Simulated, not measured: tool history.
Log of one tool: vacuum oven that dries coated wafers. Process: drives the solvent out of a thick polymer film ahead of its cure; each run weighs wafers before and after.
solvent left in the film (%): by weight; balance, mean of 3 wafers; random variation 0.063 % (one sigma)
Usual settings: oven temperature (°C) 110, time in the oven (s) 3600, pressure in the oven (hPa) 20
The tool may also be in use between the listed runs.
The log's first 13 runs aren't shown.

| run | day | oven temperature (°C) | time in the oven (s) | pressure in the oven (hPa) | hours of work since the thermocouples were calibrated | hours of work since the vacuum gauge was cleaned of residue | solvent left in the film (%) |
|---|---|---|---|---|---|---|---|
| 14 | 34.712 | 103 | 3600 | 20 | 315 | 2233 | 7.84 |
| 15 | 37.367 | 96 | 3600 | 20 | 351 | 2269 | 10.99 |
| 16 | 40.417 | 120 | 3900 | 20 | 392 | 2310 | 2.89 |
| 17 | 43.371 | 120 | 3900 | 20 | 432 | 2350 | 2.95 |
| 18 | 46.308 | 120 | 3900 | 20 | 472 | 2390 | 2.97 |
| 19 | 47.938 | 120 | 3900 | 20 | 494 | 2412 | 2.93 |
| 20 | 51.008 | 106 | 4680 | 20 | 535 | 2453 | 5.66 |
|  | 51.275 | vacuum gauge cleaned of residue and calibrated |
| 21 | 53.375 | 106 | 4680 | 20 | 566 | 28 | 6.63 |
| 22 | 55.612 | 122 | 3600 | 20 | 597 | 59 | 3.24 |
| 23 | 57.562 | 122 | 3600 | 20 | 623 | 85 | 3.36 |
| 24 | 59.05 | 122 | 3600 | 17.8 | 643 | 105 | 3.21 |
| 25 | 60.592 | 119 | 1920 | 17.8 | 664 | 126 | 5.6 |
| 26 | 62.167 | 110 | 2580 | 12 | 685 | 147 | 7.06 |
| 27 | 65.146 | 110 | 2580 | 12 | 726 | 188 | 7.11 |
|  | 66.804 | vacuum gauge cleaned of residue and calibrated, once more |
| 28 | 67.292 | 110 | 2580 | 12 | 754 | 7 | 5.28 |
| 29 | 68.642 | 110 | 2760 | 30.1 | 772 | 25 | 6.69 |
|  | 69.975 | oven's thermocouples calibrated |
| 30 | 71.746 | 110 | 2760 | 30.1 | 24 | 66 | 5.91 |

Forecast each of these 3 alternatives for the next run:
| A | 74.125 | 106 | 2280 | 18.8 | 56 | 98 | ? |
| B | 74.125 | 96 | 3780 | 30.1 | 56 | 98 | ? |
| C | 74.125 | 95 | 5400 | 12.3 | 56 | 98 | ? |

| run | solvent left in the film (%) |
|---|---|
| A | 7.47 |
| B | 9.94 |
| C | 5.98 |
Without the tool's hidden state the same runs would have given:
| run | solvent left in the film (%) |
|---|---|
| A | 7.5 |
| B | 9.97 |
| C | 5.99 |
